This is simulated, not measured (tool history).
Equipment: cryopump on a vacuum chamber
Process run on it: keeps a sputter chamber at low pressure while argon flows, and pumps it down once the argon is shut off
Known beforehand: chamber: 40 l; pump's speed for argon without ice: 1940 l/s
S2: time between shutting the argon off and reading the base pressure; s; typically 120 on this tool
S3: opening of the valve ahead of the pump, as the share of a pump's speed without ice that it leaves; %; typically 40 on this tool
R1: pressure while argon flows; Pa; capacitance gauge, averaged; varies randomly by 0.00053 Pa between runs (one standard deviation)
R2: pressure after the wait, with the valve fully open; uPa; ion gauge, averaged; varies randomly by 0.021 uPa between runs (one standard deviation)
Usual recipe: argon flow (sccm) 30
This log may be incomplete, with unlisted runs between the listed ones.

run 1 hour=0 | argon_flow_(sccm)=30 S2=120 S3=40 | R1=0.066 R2=0.77
run 2 hour=57.8 | argon_flow_(sccm)=30 S2=120 S3=40 | R1=0.0664 R2=0.78
run 3 hour=104.1 | argon_flow_(sccm)=30 S2=120 S3=40 | R1=0.0663 R2=0.79
run 4 hour=156 | argon_flow_(sccm)=30 S2=35 S3=40 | R1=0.0655 R2=1.24
run 5 hour=214.4 | argon_flow_(sccm)=30 S2=35 S3=40 | R1=0.0667 R2=1.24
run 6 hour=274.3 | argon_flow_(sccm)=30 S2=120 S3=40 | R1=0.0656 R2=0.85
run 7 hour=342.2 | argon_flow_(sccm)=30 S2=120 S3=40 | R1=0.0664 R2=0.84
run 8 hour=401.8 | argon_flow_(sccm)=30 S2=120 S3=40 | R1=0.0666 R2=0.86
run 9 hour=442 | argon_flow_(sccm)=30 S2=120 S3=40 | R1=0.067 R2=0.83
run 10 hour=497.5 | argon_flow_(sccm)=30 S2=120 S3=40 | R1=0.0671 R2=0.85
run 11 hour=543.9 | argon_flow_(sccm)=30 S2=120 S3=40 | R1=0.0674 R2=0.86
run 12 hour=602.4 | argon_flow_(sccm)=30 S2=120 S3=15 | R1=0.1757 R2=0.92
run 13 hour=661 | argon_flow_(sccm)=30 S2=120 S3=15 | R1=0.1784 R2=0.95

Below are 3 alternative next runs, each starting from the tool's condition after run 13. Predict each:
run A hour=694.2 | argon_flow_(sccm)=18 S2=120 S3=15 | R1=? R2=?
run B hour=694.2 | argon_flow_(sccm)=16 S2=120 S3=33 | R1=? R2=?
run C hour=694.2 | argon_flow_(sccm)=20 S2=120 S3=15 | R1=? R2=?

run=A R1=0.1052 R2=0.94
run=B R1=0.043 R2=0.98
run=C R1=0.117 R2=0.98
Stripped of hidden state, with their random variation kept, the same runs would have yielded:
run=A R1=0.1038 R2=0.35
run=B R1=0.0417 R2=0.38
run=C R1=0.1154 R2=0.39

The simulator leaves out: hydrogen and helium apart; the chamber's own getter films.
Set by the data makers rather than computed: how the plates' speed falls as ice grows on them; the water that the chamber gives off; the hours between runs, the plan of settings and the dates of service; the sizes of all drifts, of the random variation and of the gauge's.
